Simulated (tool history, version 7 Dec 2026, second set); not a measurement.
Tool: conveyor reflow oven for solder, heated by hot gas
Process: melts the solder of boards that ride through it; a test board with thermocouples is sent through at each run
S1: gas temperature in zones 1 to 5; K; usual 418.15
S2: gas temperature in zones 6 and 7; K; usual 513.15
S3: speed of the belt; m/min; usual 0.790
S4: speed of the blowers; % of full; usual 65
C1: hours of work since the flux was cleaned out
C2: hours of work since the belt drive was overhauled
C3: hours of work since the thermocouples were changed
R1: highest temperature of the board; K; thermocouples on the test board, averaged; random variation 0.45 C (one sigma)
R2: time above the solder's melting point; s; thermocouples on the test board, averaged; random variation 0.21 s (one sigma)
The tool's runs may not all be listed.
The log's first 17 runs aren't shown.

run 18 hour=480.4 | S1=416.15 S2=513.15 S3=0.660 S4=50 | C1=184 C2=869 C3=486 | R1=494.95 R2=52.0
run 19 hour=513.5 | S1=416.15 S2=516.15 S3=0.660 S4=81 | C1=209 C2=894 C3=511 | R1=506.85 R2=57.8
run 20 hour=528.9 | S1=426.15 S2=516.15 S3=0.760 S4=81 | C1=221 C2=906 C3=523 | R1=504.85 R2=51.9
run 21 hour=554.1 | S1=426.15 S2=516.15 S3=0.760 S4=81 | C1=240 C2=925 C3=542 | R1=504.75 R2=52.0
-- hour=575.3 thermocouples of zones 6 and 7 changed
run 22 hour=580.6 | S1=413.15 S2=505.15 S3=0.784 S4=65 | C1=258 C2=943 C3=4 | R1=488.45 R2=39.1
run 23 hour=610.1 | S1=413.15 S2=505.15 S3=0.784 S4=65 | C1=281 C2=965 C3=26 | R1=487.45 R2=39.7
run 24 hour=640.5 | S1=412.15 S2=523.15 S3=0.784 S4=65 | C1=304 C2=988 C3=49 | R1=502.75 R2=45.8
run 25 hour=659.7 | S1=419.15 S2=523.15 S3=0.646 S4=54 | C1=318 C2=1003 C3=64 | R1=507.35 R2=59.8
-- hour=684.4 flux residue cleaned out of gas plates and filters
run 26 hour=700.2 | S1=419.15 S2=523.15 S3=0.646 S4=54 | C1=12 C2=1030 C3=91 | R1=507.15 R2=60.1
run 27 hour=719.2 | S1=405.15 S2=515.15 S3=0.829 S4=73 | C1=26 C2=1044 C3=105 | R1=497.35 R2=39.4
run 28 hour=740.0 | S1=405.15 S2=515.15 S3=0.829 S4=73 | C1=42 C2=1060 C3=121 | R1=495.95 R2=39.2
run 29 hour=761.1 | S1=414.15 S2=518.15 S3=0.948 S4=52 | C1=58 C2=1076 C3=137 | R1=485.35 R2=29.7
run 30 hour=777.5 | S1=414.15 S2=518.15 S3=0.948 S4=52 | C1=70 C2=1088 C3=149 | R1=483.85 R2=30.1

Forecast each of these 3 alternatives for the next run:
run A hour=808.1 | S1=423.15 S2=507.15 S3=0.948 S4=58 | C1=93 C2=1111 C3=172 | R1=? R2=?
run B hour=808.1 | S1=418.15 S2=513.15 S3=0.790 S4=60 | C1=93 C2=1111 C3=172 | R1=? R2=?
run C hour=808.1 | S1=414.15 S2=524.15 S3=0.948 S4=87 | C1=93 C2=1111 C3=172 | R1=? R2=?

run=A R1=483.15 R2=30.6
run=B R1=493.95 R2=42.7
run=C R1=505.45 R2=39.1
Without the tool's hidden state the same runs would have given:
run=A R1=483.15 R2=30.5
run=B R1=493.95 R2=42.7
run=C R1=505.45 R2=39.0
